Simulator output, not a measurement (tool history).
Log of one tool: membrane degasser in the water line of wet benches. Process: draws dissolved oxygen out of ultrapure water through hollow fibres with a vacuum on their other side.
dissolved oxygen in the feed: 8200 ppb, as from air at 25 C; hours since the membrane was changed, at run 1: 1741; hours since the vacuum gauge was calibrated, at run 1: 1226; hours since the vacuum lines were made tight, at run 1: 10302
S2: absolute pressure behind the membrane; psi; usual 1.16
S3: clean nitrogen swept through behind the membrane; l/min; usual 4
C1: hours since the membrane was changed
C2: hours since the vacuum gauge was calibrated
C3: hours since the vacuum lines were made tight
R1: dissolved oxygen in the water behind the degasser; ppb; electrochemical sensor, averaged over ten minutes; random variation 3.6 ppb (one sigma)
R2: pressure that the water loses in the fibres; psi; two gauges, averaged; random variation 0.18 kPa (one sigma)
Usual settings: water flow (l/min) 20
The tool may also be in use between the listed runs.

{"run": 1, "hour": 0.0, "water flow (l/min)": 20, "S2": 1.16, "S3": 4, "C1": 1741, "C2": 1226, "C3": 10302, "R1": 361.7, "R2": 5.091}
{"run": 2, "hour": 101.4, "water flow (l/min)": 20, "S2": 1.16, "S3": 4, "C1": 1843, "C2": 1328, "C3": 10404, "R1": 354.7, "R2": 5.086}
{"run": 3, "hour": 231.3, "water flow (l/min)": 20, "S2": 1.16, "S3": 4, "C1": 1972, "C2": 1458, "C3": 10534, "R1": 359.8, "R2": 5.078}
{"run": 4, "hour": 338.6, "water flow (l/min)": 20, "S2": 1.16, "S3": 4, "C1": 2080, "C2": 1565, "C3": 10641, "R1": 354.4, "R2": 5.015}
{"run": 5, "hour": 567.3, "water flow (l/min)": 16, "S2": 1.16, "S3": 4, "C1": 2308, "C2": 1794, "C3": 10870, "R1": 244.3, "R2": 4.102}
{"run": 6, "hour": 748.9, "water flow (l/min)": 15, "S2": 1.16, "S3": 4, "C1": 2490, "C2": 1975, "C3": 11051, "R1": 219.8, "R2": 3.819}
{"run": 7, "hour": 877.2, "water flow (l/min)": 15, "S2": 1.16, "S3": 4, "C1": 2618, "C2": 2104, "C3": 11179, "R1": 219.5, "R2": 3.801}
{"run": 8, "hour": 988.0, "water flow (l/min)": 20, "S2": 1.008, "S3": 4, "C1": 2729, "C2": 2214, "C3": 11290, "R1": 346.4, "R2": 5.088}
{"run": 9, "hour": 1138.7, "water flow (l/min)": 20, "S2": 1.008, "S3": 4, "C1": 2880, "C2": 2365, "C3": 11441, "R1": 340.1, "R2": 5.115}
{"run": 10, "hour": 1275.3, "water flow (l/min)": 20, "S2": 1.008, "S3": 4, "C1": 3016, "C2": 2502, "C3": 11578, "R1": 342.1, "R2": 5.126}
{"run": 11, "hour": 1489.6, "water flow (l/min)": 20, "S2": 1.16, "S3": 4, "C1": 3231, "C2": 2716, "C3": 11792, "R1": 361.2, "R2": 5.094}
{"run": 12, "hour": 1618.6, "water flow (l/min)": 20, "S2": 1.16, "S3": 4, "C1": 3360, "C2": 2845, "C3": 11921, "R1": 359.7, "R2": 5.118}
{"run": 13, "hour": 1750.7, "water flow (l/min)": 20, "S2": 1.16, "S3": 4, "C1": 3492, "C2": 2977, "C3": 12053, "R1": 356.1, "R2": 5.111}
{"run": 14, "hour": 1875.5, "water flow (l/min)": 20, "S2": 1.16, "S3": 4, "C1": 3617, "C2": 3102, "C3": 12178, "R1": 356.4, "R2": 5.098}
{"run": 15, "hour": 2075.2, "water flow (l/min)": 20, "S2": 1.16, "S3": 4, "C1": 3816, "C2": 3302, "C3": 12377, "R1": 358.2, "R2": 5.127}
{"run": 16, "hour": 2189.3, "water flow (l/min)": 20, "S2": 1.16, "S3": 4, "C1": 3930, "C2": 3416, "C3": 12492, "R1": 358.7, "R2": 5.15}
{"run": 17, "hour": 2329.3, "water flow (l/min)": 20, "S2": 1.16, "S3": 4, "C1": 4070, "C2": 3556, "C3": 12632, "R1": 356.8, "R2": 5.146}
{"run": 18, "hour": 2557.4, "water flow (l/min)": 20, "S2": 1.16, "S3": 4, "C1": 4299, "C2": 3784, "C3": 12860, "R1": 353.2, "R2": 5.139}
{"run": 19, "hour": 2763.2, "water flow (l/min)": 20, "S2": 1.16, "S3": 4, "C1": 4504, "C2": 3990, "C3": 13065, "R1": 355.5, "R2": 5.201}
{"run": 20, "hour": 2902.8, "water flow (l/min)": 13, "S2": 1.027, "S3": 6.18, "C1": 4644, "C2": 4129, "C3": 13205, "R1": 146.1, "R2": 3.343}
{"run": 21, "hour": 3094.0, "water flow (l/min)": 29, "S2": 0.933, "S3": 3.19, "C1": 4835, "C2": 4320, "C3": 13396, "R1": 592.9, "R2": 7.506}
{"run": 22, "hour": 3257.4, "water flow (l/min)": 24, "S2": 0.737, "S3": 2.26, "C1": 4999, "C2": 4484, "C3": 13560, "R1": 450.6, "R2": 6.195}
{"run": 23, "hour": 3471.4, "water flow (l/min)": 24, "S2": 2.547, "S3": 2.26, "C1": 5213, "C2": 4698, "C3": 13774, "R1": 717.5, "R2": 6.267}
{"run": 24, "hour": 3673.0, "water flow (l/min)": 24, "S2": 2.547, "S3": 2.26, "C1": 5414, "C2": 4899, "C3": 13975, "R1": 713.2, "R2": 6.199}
{"run": 25, "hour": 3852.2, "water flow (l/min)": 24, "S2": 2.547, "S3": 2.26, "C1": 5593, "C2": 5079, "C3": 14154, "R1": 716.3, "R2": 6.261}
{"run": 26, "hour": 3978.4, "water flow (l/min)": 25, "S2": 0.988, "S3": 2.26, "C1": 5720, "C2": 5205, "C3": 14281, "R1": 515.7, "R2": 6.531}
{"hour": 4029.7, "done": "gauge calibrated"}
{"hour": 4177.3, "done": "seals of the vacuum lines changed"}
{"run": 27, "hour": 4193.6, "water flow (l/min)": 21, "S2": 1.751, "S3": 4.66, "C1": 5933, "C2": 5418, "C3": 16, "R1": 416.6, "R2": 5.29}
{"run": 28, "hour": 4295.3, "water flow (l/min)": 13, "S2": 0.994, "S3": 1.84, "C1": 6034, "C2": 5520, "C3": 118, "R1": 190.6, "R2": 3.287}
{"run": 29, "hour": 4423.3, "water flow (l/min)": 13, "S2": 0.994, "S3": 1.84, "C1": 6162, "C2": 5648, "C3": 246, "R1": 190.5, "R2": 3.304}
{"run": 30, "hour": 4520.1, "water flow (l/min)": 25, "S2": 0.994, "S3": 2.59, "C1": 6259, "C2": 5744, "C3": 343, "R1": 503.8, "R2": 6.358}
{"run": 31, "hour": 4690.8, "water flow (l/min)": 20, "S2": 1.16, "S3": 3.59, "C1": 6430, "C2": 5915, "C3": 514, "R1": 366.1, "R2": 5.1}
{"run": 32, "hour": 4863.3, "water flow (l/min)": 12, "S2": 1.201, "S3": 3.59, "C1": 6602, "C2": 6088, "C3": 686, "R1": 150.8, "R2": 3.012}
{"run": 33, "hour": 5056.9, "water flow (l/min)": 12, "S2": 1.572, "S3": 3.59, "C1": 6796, "C2": 6281, "C3": 880, "R1": 169.7, "R2": 3.04}

3 ways to go on from here, each from the tool as it stands after run 33. What would each give?
{"run": "A", "hour": 5281.5, "water flow (l/min)": 13, "S2": 1.449, "S3": 8.17, "C1": 7021, "C2": 6506, "C3": 1104, "R1": "?", "R2": "?"}
{"run": "B", "hour": 5281.5, "water flow (l/min)": 30, "S2": 1.16, "S3": 2.28, "C1": 7021, "C2": 6506, "C3": 1104, "R1": "?", "R2": "?"}
{"run": "C", "hour": 5281.5, "water flow (l/min)": 27, "S2": 1.16, "S3": 7.92, "C1": 7021, "C2": 6506, "C3": 1104, "R1": "?", "R2": "?"}

run=A R1=158.2 R2=3.307
run=B R1=692.5 R2=7.67
run=C R1=532.9 R2=6.878
Without the tool's hidden state the same runs would have given:
run=A R1=158 R2=3.279
run=B R1=691.6 R2=7.604
run=C R1=532.2 R2=6.818
